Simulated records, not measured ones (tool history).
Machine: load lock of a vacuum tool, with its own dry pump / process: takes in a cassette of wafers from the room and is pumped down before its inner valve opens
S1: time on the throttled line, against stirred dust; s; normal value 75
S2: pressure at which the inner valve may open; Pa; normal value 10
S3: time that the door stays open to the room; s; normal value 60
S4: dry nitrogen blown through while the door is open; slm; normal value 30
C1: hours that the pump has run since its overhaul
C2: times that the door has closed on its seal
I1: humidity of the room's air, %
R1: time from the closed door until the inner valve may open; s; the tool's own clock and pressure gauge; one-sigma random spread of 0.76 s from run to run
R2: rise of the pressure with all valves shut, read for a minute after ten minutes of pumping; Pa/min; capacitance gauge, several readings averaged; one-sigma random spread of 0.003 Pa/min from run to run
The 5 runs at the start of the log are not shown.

run,day,S1,S2,S3,S4,C1,C2,I1,R1,R2
6,17.438,150,10,60,30,3103,19960,44.0,194.7,0.095
7,21.083,75,10,60,31,3190,20309,46.5,133.8,0.101
8,25.000,75,10,60,31,3284,20685,43.6,135.5,0.101
9,29.525,75,10,60,31,3393,21118,40.9,135.6,0.103
10,31.929,75,10,60,31,3450,21349,47.0,135.5,0.105
11,36.162,75,10,60,30,3552,21754,48.2,134.7,0.113
12,38.617,75,10,60,30,3611,21990,45.6,134.4,0.112
13,41.596,75,10,60,30,3682,22275,42.4,134.0,0.110
14,45.546,75,10,60,30,3777,22653,41.5,135.1,0.112
15,47.800,89,10,60,30,3831,22869,42.3,144.5,0.115
16,52.375,89,10,60,30,3941,23308,44.7,146.5,0.124
17,56.804,89,10,60,30,4047,23732,46.4,144.8,0.125
18,58.854,89,10,60,30,4097,23928,45.5,144.8,0.124
19,61.558,127,10,60,12,4161,24188,47.4,177.9,0.141
20,64.492,131,10,60,17,4232,24468,43.4,179.8,0.128
21,67.900,131,15,60,24,4314,24795,44.0,175.0,0.132

Run 22 is up next; what results do you expect?
22,69.954,51,13,60,24,4363,24992,48.2,?,?

R1: 113.4 s
R2: 0.141 Pa/min
Take away the tool's hidden state, keep the run-to-run variation as it was, and the same run would have given R1 112.1 s, R2 0.037 Pa/min.

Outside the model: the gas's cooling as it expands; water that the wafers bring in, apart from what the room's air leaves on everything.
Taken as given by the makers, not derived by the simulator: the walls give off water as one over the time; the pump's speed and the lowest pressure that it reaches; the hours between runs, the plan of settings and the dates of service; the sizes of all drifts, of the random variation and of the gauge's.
